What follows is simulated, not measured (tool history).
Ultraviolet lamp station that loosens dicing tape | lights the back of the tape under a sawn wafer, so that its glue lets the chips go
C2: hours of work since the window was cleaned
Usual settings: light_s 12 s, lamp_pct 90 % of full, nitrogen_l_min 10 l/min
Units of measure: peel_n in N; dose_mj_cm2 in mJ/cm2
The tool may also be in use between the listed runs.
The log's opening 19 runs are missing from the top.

run 20 hour=494.3 | light_s=12 lamp_pct=97 nitrogen_l_min=10 | hours_of_work_of_the_lamp=348 C2=42 | peel_n=0.683 dose_mj_cm2=523
run 21 hour=513.1 | light_s=12 lamp_pct=90 nitrogen_l_min=10 | hours_of_work_of_the_lamp=357 C2=51 | peel_n=0.783 dose_mj_cm2=482
run 22 hour=534 | light_s=12 lamp_pct=90 nitrogen_l_min=10 | hours_of_work_of_the_lamp=367 C2=61 | peel_n=0.808 dose_mj_cm2=481
run 23 hour=548 | light_s=10 lamp_pct=70 nitrogen_l_min=19 | hours_of_work_of_the_lamp=373 C2=67 | peel_n=1.433 dose_mj_cm2=315
run 24 hour=571.4 | light_s=10 lamp_pct=70 nitrogen_l_min=19 | hours_of_work_of_the_lamp=385 C2=78 | peel_n=1.404 dose_mj_cm2=309
run 25 hour=590.8 | light_s=22 lamp_pct=62 nitrogen_l_min=4 | hours_of_work_of_the_lamp=394 C2=88 | peel_n=0.883 dose_mj_cm2=601
run 26 hour=623.3 | light_s=22 lamp_pct=62 nitrogen_l_min=4 | hours_of_work_of_the_lamp=409 C2=103 | peel_n=0.88 dose_mj_cm2=606
run 27 hour=653.4 | light_s=15 lamp_pct=76 nitrogen_l_min=16 | hours_of_work_of_the_lamp=424 C2=117 | peel_n=0.641 dose_mj_cm2=498
run 28 hour=672.7 | light_s=18 lamp_pct=90 nitrogen_l_min=10 | hours_of_work_of_the_lamp=433 C2=127 | peel_n=0.33 dose_mj_cm2=705
run 29 hour=699 | light_s=9 lamp_pct=83 nitrogen_l_min=10 | hours_of_work_of_the_lamp=445 C2=139 | peel_n=1.615 dose_mj_cm2=322
run 30 hour=722 | light_s=9 lamp_pct=83 nitrogen_l_min=10 | hours_of_work_of_the_lamp=456 C2=150 | peel_n=1.648 dose_mj_cm2=320
run 31 hour=755.3 | light_s=12 lamp_pct=90 nitrogen_l_min=3 | hours_of_work_of_the_lamp=472 C2=166 | peel_n=1.57 dose_mj_cm2=456
run 32 hour=782.1 | light_s=20 lamp_pct=91 nitrogen_l_min=10 | hours_of_work_of_the_lamp=485 C2=179 | peel_n=0.265 dose_mj_cm2=774
run 33 hour=796.3 | light_s=6 lamp_pct=65 nitrogen_l_min=4 | hours_of_work_of_the_lamp=492 C2=185 | peel_n=3.767 dose_mj_cm2=164
run 34 hour=829.1 | light_s=6 lamp_pct=65 nitrogen_l_min=4 | hours_of_work_of_the_lamp=507 C2=201 | peel_n=3.918 dose_mj_cm2=163
run 35 hour=856.3 | light_s=17 lamp_pct=75 nitrogen_l_min=11 | hours_of_work_of_the_lamp=520 C2=214 | peel_n=0.641 dose_mj_cm2=528
run 36 hour=885.9 | light_s=8 lamp_pct=72 nitrogen_l_min=6 | hours_of_work_of_the_lamp=534 C2=228 | peel_n=2.66 dose_mj_cm2=235

What does the tool deliver on the next run?
run 37 hour=915.5 | light_s=7 lamp_pct=72 nitrogen_l_min=3 | hours_of_work_of_the_lamp=548 C2=242 | peel_n=? dose_mj_cm2=?

Run 37 measured peel_n 3.484 N, dose_mj_cm2 204 mJ/cm2.
Had the tool carried no hidden state, the very same run would have given peel_n 2.96 N, dose_mj_cm2 253 mJ/cm2.
